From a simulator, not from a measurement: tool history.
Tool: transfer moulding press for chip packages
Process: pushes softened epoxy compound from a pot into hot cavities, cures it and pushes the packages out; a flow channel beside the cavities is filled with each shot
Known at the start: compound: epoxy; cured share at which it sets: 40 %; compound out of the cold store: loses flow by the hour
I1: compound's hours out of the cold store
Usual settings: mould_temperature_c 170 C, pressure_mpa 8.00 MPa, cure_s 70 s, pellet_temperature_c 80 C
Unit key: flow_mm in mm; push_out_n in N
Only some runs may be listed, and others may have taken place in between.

Run 1, hour 0.0: usual settings; I1 44.7. Result: flow_mm 692 mm, push_out_n 780 N.
Run 2, hour 21.9: usual settings; I1 29.4. Result: flow_mm 708 mm, push_out_n 953 N.
Run 3, hour 38.9: usual settings; I1 31.5. Result: flow_mm 700 mm, push_out_n 1061 N.
At hour 57.0: cavities cleaned with cleaning compound and waxed.
Run 4, hour 66.7: usual settings but pressure_mpa 8.96 MPa; I1 29.1. Result: flow_mm 740 mm, push_out_n 660 N.
Run 5, hour 95.0: usual settings; I1 37.8. Result: flow_mm 687 mm, push_out_n 897 N.
Run 6, hour 122.3: usual settings; I1 46.7. Result: flow_mm 672 mm, push_out_n 991 N.
Run 7, hour 136.8: usual settings; I1 25.9. Result: flow_mm 696 mm, push_out_n 1100 N.
At hour 143.0: cavities cleaned with cleaning compound and waxed.
Run 8, hour 168.5: usual settings; I1 31.2. Result: flow_mm 686 mm, push_out_n 818 N.
Run 9, hour 192.5: usual settings; I1 17.1. Result: flow_mm 700 mm, push_out_n 978 N.
Run 10, hour 209.4: usual settings but mould_temperature_c 171 C; I1 23.7. Result: flow_mm 684 mm, push_out_n 993 N.
At hour 228.0: cavities cleaned with cleaning compound and waxed.
At hour 235.3: plunger's sealing rings changed.
Run 11, hour 244.7: usual settings but mould_temperature_c 171 C; I1 16.9. Result: flow_mm 740 mm, push_out_n 695 N.
Run 12, hour 259.5: usual settings but cure_s 80 s; I1 20.0. Result: flow_mm 734 mm, push_out_n 648 N.
Run 13, hour 278.7: usual settings but cure_s 80 s; I1 9.6. Result: flow_mm 742 mm, push_out_n 760 N.
Run 14, hour 300.6: usual settings but cure_s 80 s; I1 33.8. Result: flow_mm 715 mm, push_out_n 816 N.
At hour 315.3: cavities cleaned with cleaning compound and waxed.
Run 15, hour 318.7: usual settings but cure_s 80 s; I1 35.5. Result: flow_mm 706 mm, push_out_n 425 N.
Run 16, hour 334.4: usual settings but mould_temperature_c 165 C, pressure_mpa 6.43 MPa, cure_s 80 s; I1 29.5. Result: flow_mm 654 mm, push_out_n 769 N.
Run 17, hour 352.0: usual settings but pressure_mpa 7.86 MPa, cure_s 56 s, pellet_temperature_c 88 C; I1 22.4. Result: flow_mm 711 mm, push_out_n 1613 N.
Run 18, hour 371.6: usual settings but pressure_mpa 7.86 MPa, cure_s 56 s, pellet_temperature_c 88 C; I1 27.6. Result: flow_mm 697 mm, push_out_n 1837 N.

Expected results for the next run?
Run 19, hour 393.0: usual settings but pressure_mpa 7.86 MPa, cure_s 56 s, pellet_temperature_c 88 C; I1 41.7. Result: flow_mm ?, push_out_n ?.

{"run 19": {"flow_mm": 680, "push_out_n": 1921}}
On a tool with no hidden condition, and with the same random variation, this run would have come out at flow_mm 705 mm, push_out_n 899 N.
